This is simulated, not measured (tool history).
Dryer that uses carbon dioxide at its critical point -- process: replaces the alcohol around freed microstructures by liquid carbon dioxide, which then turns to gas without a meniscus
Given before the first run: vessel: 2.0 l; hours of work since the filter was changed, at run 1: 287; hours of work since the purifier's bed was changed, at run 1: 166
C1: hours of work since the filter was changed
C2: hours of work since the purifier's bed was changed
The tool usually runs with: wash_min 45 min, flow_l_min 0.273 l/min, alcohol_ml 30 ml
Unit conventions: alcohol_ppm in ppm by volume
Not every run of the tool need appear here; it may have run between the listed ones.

{"run": 1, "hour": 0.0, "wash_min": 45, "flow_l_min": 0.273, "alcohol_ml": 30, "C1": 287, "C2": 166, "alcohol_ppm": 173}
{"run": 2, "hour": 46.6, "wash_min": 45, "flow_l_min": 0.273, "alcohol_ml": 51, "C1": 308, "C2": 187, "alcohol_ppm": 267}
{"run": 3, "hour": 77.0, "wash_min": 35, "flow_l_min": 0.273, "alcohol_ml": 30, "C1": 321, "C2": 200, "alcohol_ppm": 434}
{"run": 4, "hour": 114.6, "wash_min": 35, "flow_l_min": 0.273, "alcohol_ml": 30, "C1": 338, "C2": 217, "alcohol_ppm": 425}
{"run": 5, "hour": 142.6, "wash_min": 35, "flow_l_min": 0.273, "alcohol_ml": 30, "C1": 350, "C2": 229, "alcohol_ppm": 438}
{"hour": 163.2, "done": "inlet filter changed"}
{"run": 6, "hour": 179.8, "wash_min": 45, "flow_l_min": 0.19, "alcohol_ml": 30, "C1": 7, "C2": 245, "alcohol_ppm": 557}
{"run": 7, "hour": 211.3, "wash_min": 45, "flow_l_min": 0.19, "alcohol_ml": 35, "C1": 21, "C2": 259, "alcohol_ppm": 649}
{"run": 8, "hour": 260.8, "wash_min": 45, "flow_l_min": 0.19, "alcohol_ml": 35, "C1": 43, "C2": 281, "alcohol_ppm": 697}
{"run": 9, "hour": 307.1, "wash_min": 45, "flow_l_min": 0.273, "alcohol_ml": 30, "C1": 64, "C2": 302, "alcohol_ppm": 187}
{"run": 10, "hour": 359.3, "wash_min": 45, "flow_l_min": 0.273, "alcohol_ml": 30, "C1": 87, "C2": 325, "alcohol_ppm": 198}
{"run": 11, "hour": 413.4, "wash_min": 45, "flow_l_min": 0.273, "alcohol_ml": 30, "C1": 111, "C2": 349, "alcohol_ppm": 205}
{"run": 12, "hour": 461.1, "wash_min": 45, "flow_l_min": 0.273, "alcohol_ml": 30, "C1": 132, "C2": 370, "alcohol_ppm": 216}
{"run": 13, "hour": 497.3, "wash_min": 45, "flow_l_min": 0.273, "alcohol_ml": 30, "C1": 148, "C2": 386, "alcohol_ppm": 229}
{"run": 14, "hour": 565.4, "wash_min": 45, "flow_l_min": 0.273, "alcohol_ml": 30, "C1": 178, "C2": 416, "alcohol_ppm": 229}
{"run": 15, "hour": 625.9, "wash_min": 45, "flow_l_min": 0.273, "alcohol_ml": 30, "C1": 205, "C2": 443, "alcohol_ppm": 248}
{"run": 16, "hour": 680.9, "wash_min": 45, "flow_l_min": 0.273, "alcohol_ml": 30, "C1": 229, "C2": 467, "alcohol_ppm": 256}
{"run": 17, "hour": 718.0, "wash_min": 45, "flow_l_min": 0.273, "alcohol_ml": 30, "C1": 246, "C2": 484, "alcohol_ppm": 256}
{"run": 18, "hour": 785.8, "wash_min": 45, "flow_l_min": 0.273, "alcohol_ml": 30, "C1": 276, "C2": 514, "alcohol_ppm": 262}
{"run": 19, "hour": 814.9, "wash_min": 45, "flow_l_min": 0.273, "alcohol_ml": 30, "C1": 289, "C2": 527, "alcohol_ppm": 277}
{"run": 20, "hour": 857.9, "wash_min": 45, "flow_l_min": 0.273, "alcohol_ml": 30, "C1": 308, "C2": 546, "alcohol_ppm": 292}
{"run": 21, "hour": 894.5, "wash_min": 45, "flow_l_min": 0.387, "alcohol_ml": 30, "C1": 324, "C2": 562, "alcohol_ppm": 186}
{"run": 22, "hour": 941.1, "wash_min": 45, "flow_l_min": 0.273, "alcohol_ml": 30, "C1": 345, "C2": 582, "alcohol_ppm": 298}
{"hour": 971.5, "done": "inlet filter changed"}
{"run": 23, "hour": 976.7, "wash_min": 45, "flow_l_min": 0.273, "alcohol_ml": 30, "C1": 2, "C2": 598, "alcohol_ppm": 281}
{"run": 24, "hour": 1014.2, "wash_min": 45, "flow_l_min": 0.273, "alcohol_ml": 30, "C1": 19, "C2": 614, "alcohol_ppm": 266}
{"run": 25, "hour": 1050.3, "wash_min": 56, "flow_l_min": 0.183, "alcohol_ml": 95, "C1": 35, "C2": 630, "alcohol_ppm": 1004}
{"run": 26, "hour": 1082.3, "wash_min": 45, "flow_l_min": 0.165, "alcohol_ml": 117, "C1": 49, "C2": 645, "alcohol_ppm": 3295}
{"run": 27, "hour": 1131.0, "wash_min": 45, "flow_l_min": 0.165, "alcohol_ml": 117, "C1": 71, "C2": 666, "alcohol_ppm": 3369}
{"run": 28, "hour": 1167.0, "wash_min": 64, "flow_l_min": 0.353, "alcohol_ml": 37, "C1": 87, "C2": 682, "alcohol_ppm": 196}
{"run": 29, "hour": 1216.6, "wash_min": 64, "flow_l_min": 0.353, "alcohol_ml": 37, "C1": 109, "C2": 704, "alcohol_ppm": 195}
{"run": 30, "hour": 1282.6, "wash_min": 29, "flow_l_min": 0.452, "alcohol_ml": 72, "C1": 138, "C2": 733, "alcohol_ppm": 376}
{"run": 31, "hour": 1348.4, "wash_min": 33, "flow_l_min": 0.4, "alcohol_ml": 30, "C1": 167, "C2": 762, "alcohol_ppm": 292}
{"run": 32, "hour": 1380.3, "wash_min": 33, "flow_l_min": 0.4, "alcohol_ml": 30, "C1": 181, "C2": 777, "alcohol_ppm": 284}
{"run": 33, "hour": 1411.3, "wash_min": 33, "flow_l_min": 0.4, "alcohol_ml": 30, "C1": 195, "C2": 790, "alcohol_ppm": 283}
{"run": 34, "hour": 1438.7, "wash_min": 48, "flow_l_min": 0.229, "alcohol_ml": 94, "C1": 207, "C2": 803, "alcohol_ppm": 873}
{"run": 35, "hour": 1476.2, "wash_min": 48, "flow_l_min": 0.229, "alcohol_ml": 94, "C1": 224, "C2": 819, "alcohol_ppm": 882}
{"hour": 1490.0, "done": "purifier's bed changed"}
{"run": 36, "hour": 1524.4, "wash_min": 42, "flow_l_min": 0.225, "alcohol_ml": 30, "C1": 244, "C2": 15, "alcohol_ppm": 382}
{"run": 37, "hour": 1558.6, "wash_min": 51, "flow_l_min": 0.175, "alcohol_ml": 33, "C1": 259, "C2": 30, "alcohol_ppm": 577}
{"run": 38, "hour": 1623.5, "wash_min": 45, "flow_l_min": 0.182, "alcohol_ml": 30, "C1": 288, "C2": 59, "alcohol_ppm": 693}
{"run": 39, "hour": 1681.2, "wash_min": 45, "flow_l_min": 0.273, "alcohol_ml": 24, "C1": 313, "C2": 85, "alcohol_ppm": 116}
{"run": 40, "hour": 1714.5, "wash_min": 45, "flow_l_min": 0.273, "alcohol_ml": 39, "C1": 328, "C2": 99, "alcohol_ppm": 201}
{"run": 41, "hour": 1777.2, "wash_min": 45, "flow_l_min": 0.168, "alcohol_ml": 40, "C1": 356, "C2": 127, "alcohol_ppm": 1282}
{"hour": 1781.8, "done": "inlet filter changed"}
{"run": 42, "hour": 1834.0, "wash_min": 36, "flow_l_min": 0.273, "alcohol_ml": 71, "C1": 23, "C2": 152, "alcohol_ppm": 705}
{"run": 43, "hour": 1894.5, "wash_min": 27, "flow_l_min": 0.403, "alcohol_ml": 46, "C1": 50, "C2": 179, "alcohol_ppm": 310}
{"run": 44, "hour": 1952.3, "wash_min": 27, "flow_l_min": 0.403, "alcohol_ml": 46, "C1": 76, "C2": 204, "alcohol_ppm": 324}
{"run": 45, "hour": 2005.1, "wash_min": 27, "flow_l_min": 0.403, "alcohol_ml": 46, "C1": 99, "C2": 228, "alcohol_ppm": 314}
{"run": 46, "hour": 2046.6, "wash_min": 44, "flow_l_min": 0.171, "alcohol_ml": 30, "C1": 117, "C2": 246, "alcohol_ppm": 895}
{"run": 47, "hour": 2107.2, "wash_min": 52, "flow_l_min": 0.289, "alcohol_ml": 23, "C1": 144, "C2": 273, "alcohol_ppm": 121}

Some steps in alcohol_ppm between neighbouring runs. How much of each would the tool show without its hidden state too (settings, what came in, random variation), and how much is left for the hidden state, with any gauge scatter that isn't in both results?
The hidden state here: flow that reaches the vessel past the clogged filter, %; alcohol in the recycled carbon dioxide, ppm; drift of the gauge itself on alcohol_ppm, %.
Run 25 -> 26: wash_min 56 -> 45, flow_l_min 0.183 -> 0.165, alcohol_ml 95 -> 117. alcohol_ppm +2291 ppm by volume: hidden state +62, all else +2229.
Run 27 -> 28: wash_min 45 -> 64, flow_l_min 0.165 -> 0.353, alcohol_ml 117 -> 37. alcohol_ppm -3173 ppm by volume: hidden state -113, all else -3060.
Run 35 -> 36: wash_min 48 -> 42, flow_l_min 0.229 -> 0.225, alcohol_ml 94 -> 30, purifier's bed changed. alcohol_ppm -500 ppm by volume: hidden state -272, all else -228.
Run 40 -> 41: flow_l_min 0.273 -> 0.168, alcohol_ml 39 -> 40. alcohol_ppm +1081 ppm by volume: hidden state +176, all else +905.
Run 41 -> 42: wash_min 45 -> 36, flow_l_min 0.168 -> 0.273, alcohol_ml 40 -> 71, inlet filter changed. alcohol_ppm -577 ppm by volume: hidden state -175, all else -402.

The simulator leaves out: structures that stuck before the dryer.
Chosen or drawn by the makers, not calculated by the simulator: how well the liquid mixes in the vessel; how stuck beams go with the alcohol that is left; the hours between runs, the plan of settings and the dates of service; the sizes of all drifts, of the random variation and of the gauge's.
